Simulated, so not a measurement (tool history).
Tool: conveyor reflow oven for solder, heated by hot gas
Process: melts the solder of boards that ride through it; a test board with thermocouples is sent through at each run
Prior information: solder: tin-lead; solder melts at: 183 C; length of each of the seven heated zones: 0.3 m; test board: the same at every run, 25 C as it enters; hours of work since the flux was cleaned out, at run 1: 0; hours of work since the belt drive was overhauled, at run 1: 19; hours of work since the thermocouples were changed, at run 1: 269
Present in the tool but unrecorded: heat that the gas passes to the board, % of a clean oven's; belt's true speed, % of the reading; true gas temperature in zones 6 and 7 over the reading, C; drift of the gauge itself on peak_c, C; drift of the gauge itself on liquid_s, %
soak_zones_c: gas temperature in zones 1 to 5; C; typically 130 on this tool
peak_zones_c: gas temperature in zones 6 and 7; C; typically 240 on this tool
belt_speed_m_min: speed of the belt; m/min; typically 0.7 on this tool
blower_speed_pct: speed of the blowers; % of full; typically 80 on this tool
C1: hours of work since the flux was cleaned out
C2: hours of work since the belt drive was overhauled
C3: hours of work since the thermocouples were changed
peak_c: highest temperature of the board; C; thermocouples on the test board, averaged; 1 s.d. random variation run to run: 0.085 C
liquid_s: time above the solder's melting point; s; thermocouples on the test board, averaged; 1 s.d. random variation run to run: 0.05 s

Run 1, hour 0: usual settings; C1 0; C2 19; C3 269. Result: peak_c 220.91 C, liquid_s 38.31 s.
Run 2, hour 64.8: usual settings but belt_speed_m_min 0.829 m/min; C1 37; C2 57; C3 306. Result: peak_c 214.19 C, liquid_s 28.8 s.
Run 3, hour 105.7: usual settings but belt_speed_m_min 0.829 m/min; C1 61; C2 80; C3 330. Result: peak_c 214.35 C, liquid_s 28.85 s.
Run 4, hour 161.8: usual settings; C1 93; C2 113; C3 362. Result: peak_c 220.74 C, liquid_s 38.23 s.
Run 5, hour 212.1: usual settings; C1 122; C2 141; C3 391. Result: peak_c 220.83 C, liquid_s 38.26 s.
Run 6, hour 257.5: usual settings; C1 148; C2 168; C3 417. Result: peak_c 220.99 C, liquid_s 38.31 s.
Run 7, hour 303.9: usual settings; C1 175; C2 194; C3 444. Result: peak_c 220.86 C, liquid_s 38.22 s.
At hour 361.7: flux residue cleaned out of gas plates and filters.
Run 8, hour 366.9: usual settings but belt_speed_m_min 0.831 m/min; C1 3; C2 228; C3 477. Result: peak_c 214.28 C, liquid_s 28.8 s.
Run 9, hour 452.1: usual settings but peak_zones_c 237 C; C1 52; C2 277; C3 526. Result: peak_c 218.45 C, liquid_s 37.07 s.
Run 10, hour 532.8: usual settings but peak_zones_c 237 C; C1 98; C2 323; C3 572. Result: peak_c 218.27 C, liquid_s 37.07 s.
Run 11, hour 616.8: usual settings but peak_zones_c 237 C; C1 147; C2 371; C3 621. Result: peak_c 218.07 C, liquid_s 37.04 s.
Run 12, hour 694.1: usual settings but peak_zones_c 244 C, belt_speed_m_min 0.706 m/min; C1 191; C2 416; C3 665. Result: peak_c 223.98 C, liquid_s 39.33 s.
At hour 727.4: flux residue cleaned out of gas plates and filters.
Run 13, hour 756.2: usual settings but peak_zones_c 245 C, belt_speed_m_min 0.734 m/min, blower_speed_pct 76 % of full; C1 17; C2 449; C3 698. Result: peak_c 222.47 C, liquid_s 37.09 s.
Run 14, hour 804.6: usual settings but peak_zones_c 245 C, belt_speed_m_min 0.734 m/min, blower_speed_pct 76 % of full; C1 44; C2 477; C3 726. Result: peak_c 222.4 C, liquid_s 37.06 s.
Run 15, hour 873.5: usual settings but peak_zones_c 245 C, belt_speed_m_min 0.791 m/min, blower_speed_pct 76 % of full; C1 84; C2 516; C3 766. Result: peak_c 219.44 C, liquid_s 32.78 s.
Run 16, hour 946.4: usual settings but belt_speed_m_min 0.603 m/min; C1 126; C2 558; C3 808. Result: peak_c 225.82 C, liquid_s 47.57 s.
Run 17, hour 1037.4: usual settings but peak_zones_c 231 C, belt_speed_m_min 0.773 m/min, blower_speed_pct 76 % of full; C1 178; C2 611; C3 860. Result: peak_c 208.94 C, liquid_s 28.09 s.
Run 18, hour 1083.1: usual settings but soak_zones_c 131 C, peak_zones_c 230 C, belt_speed_m_min 0.72 m/min, blower_speed_pct 55 % of full; C1 205; C2 637; C3 886. Result: peak_c 206.22 C, liquid_s 28.09 s.
At hour 1092.5: flux residue cleaned out of gas plates and filters.
Run 19, hour 1163.4: usual settings but soak_zones_c 131 C, peak_zones_c 230 C, belt_speed_m_min 0.72 m/min, blower_speed_pct 55 % of full; C1 41; C2 680; C3 929. Result: peak_c 206.04 C, liquid_s 28.12 s.
Run 20, hour 1223.7: usual settings but soak_zones_c 122 C, peak_zones_c 229 C, belt_speed_m_min 0.72 m/min, blower_speed_pct 55 % of full; C1 75; C2 715; C3 964. Result: peak_c 203.35 C, liquid_s 24.18 s.
Run 21, hour 1292.9: usual settings but soak_zones_c 140 C, blower_speed_pct 81 % of full; C1 115; C2 755; C3 1004. Result: peak_c 222.82 C, liquid_s 41.52 s.
Run 22, hour 1380.5: usual settings but soak_zones_c 124 C, peak_zones_c 253 C, belt_speed_m_min 0.622 m/min; C1 166; C2 805; C3 1054. Result: peak_c 235.65 C, liquid_s 48.66 s.

Predict each of these 3 candidate next runs independently; none follows another, all start after run 22:
At hour 1455.7: flux residue cleaned out of gas plates and filters.
Run A, hour 1469.1: usual settings but soak_zones_c 124 C, peak_zones_c 253 C, belt_speed_m_min 0.791 m/min, blower_speed_pct 61 % of full; C1 8; C2 853; C3 1102. Result: peak_c ?, liquid_s ?.
At hour 1455.7: flux residue cleaned out of gas plates and filters.
Run B, hour 1469.1: usual settings but soak_zones_c 126 C, peak_zones_c 252 C; C1 8; C2 853; C3 1102. Result: peak_c ?, liquid_s ?.
At hour 1455.7: flux residue cleaned out of gas plates and filters.
Run C, hour 1469.1: usual settings but soak_zones_c 124 C, peak_zones_c 249 C, belt_speed_m_min 0.566 m/min; C1 8; C2 853; C3 1102. Result: peak_c ?, liquid_s ?.

run  peak_c  liquid_s
  A  220.52     32.09
  B  230.47     41.61
  C   235.1     53.68
Without the tool's hidden state the same runs would have given:
run  peak_c  liquid_s
  A  220.45     32.05
  B   230.4     41.56
  C  235.03     53.63
